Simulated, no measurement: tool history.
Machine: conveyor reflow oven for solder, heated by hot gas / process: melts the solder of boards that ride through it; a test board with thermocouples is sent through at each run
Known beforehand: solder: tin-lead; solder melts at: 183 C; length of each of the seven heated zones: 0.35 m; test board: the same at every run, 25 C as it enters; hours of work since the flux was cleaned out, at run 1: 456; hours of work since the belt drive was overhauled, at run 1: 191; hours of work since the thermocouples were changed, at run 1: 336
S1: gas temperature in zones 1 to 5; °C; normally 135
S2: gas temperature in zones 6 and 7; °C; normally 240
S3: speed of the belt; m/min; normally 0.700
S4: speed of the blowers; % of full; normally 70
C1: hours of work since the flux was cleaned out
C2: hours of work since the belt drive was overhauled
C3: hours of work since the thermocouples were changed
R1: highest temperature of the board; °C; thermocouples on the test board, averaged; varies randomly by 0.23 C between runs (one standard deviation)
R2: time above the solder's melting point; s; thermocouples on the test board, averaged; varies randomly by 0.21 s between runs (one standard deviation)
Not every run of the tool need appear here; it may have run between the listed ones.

run,hour,S1,S2,S3,S4,C1,C2,C3,R1,R2
1,0.0,135,240,0.700,70,456,191,336,214.9,42.0
2,7.9,135,240,0.700,70,461,196,341,215.4,41.6
3,15.7,135,240,0.700,70,466,201,346,215.0,42.0
4,20.6,135,240,0.700,70,469,204,349,215.3,41.9
5,26.0,135,240,0.748,70,473,208,353,211.7,36.8
6,33.4,135,240,0.748,70,477,212,358,212.1,36.7
7,38.9,135,240,0.748,70,481,216,361,212.3,36.6
# hour 43.4: belt drive overhauled, speed set with a stopwatch
8,54.2,135,240,0.748,70,488,7,368,212.2,36.9
# hour 60.9: flux residue cleaned out of gas plates and filters
9,69.0,135,240,0.748,70,5,13,375,215.1,39.5
10,76.5,135,240,0.700,72,10,18,379,218.7,44.1
11,87.6,121,244,0.789,65,17,25,387,210.0,30.5
12,94.4,146,235,0.700,70,22,30,391,216.2,46.5
13,101.2,134,243,0.700,70,26,34,395,220.8,45.2
# hour 105.8: belt drive overhauled, speed set with a stopwatch, once more
14,115.7,134,243,0.700,70,33,6,402,219.8,44.3
15,123.9,142,228,0.704,58,38,12,407,205.5,35.3
16,129.4,141,228,0.655,58,41,15,411,207.6,40.2
17,138.7,148,253,0.715,71,47,21,417,230.6,52.7
18,145.2,148,253,0.715,71,52,25,421,230.5,52.8

Alternative continuations, all from the tool just after run 18; predict every row:
A,156.2,129,253,0.715,55,59,32,428,?,?
B,156.2,140,240,0.700,87,59,32,428,?,?
C,156.2,148,253,0.763,71,59,32,428,?,?

run,R1,R2
A,218.6,41.1
B,223.3,48.7
C,227.9,48.0
What these runs would have given with no unlogged condition in the tool:
run,R1,R2
A,218.0,40.7
B,222.6,48.3
C,227.2,47.8
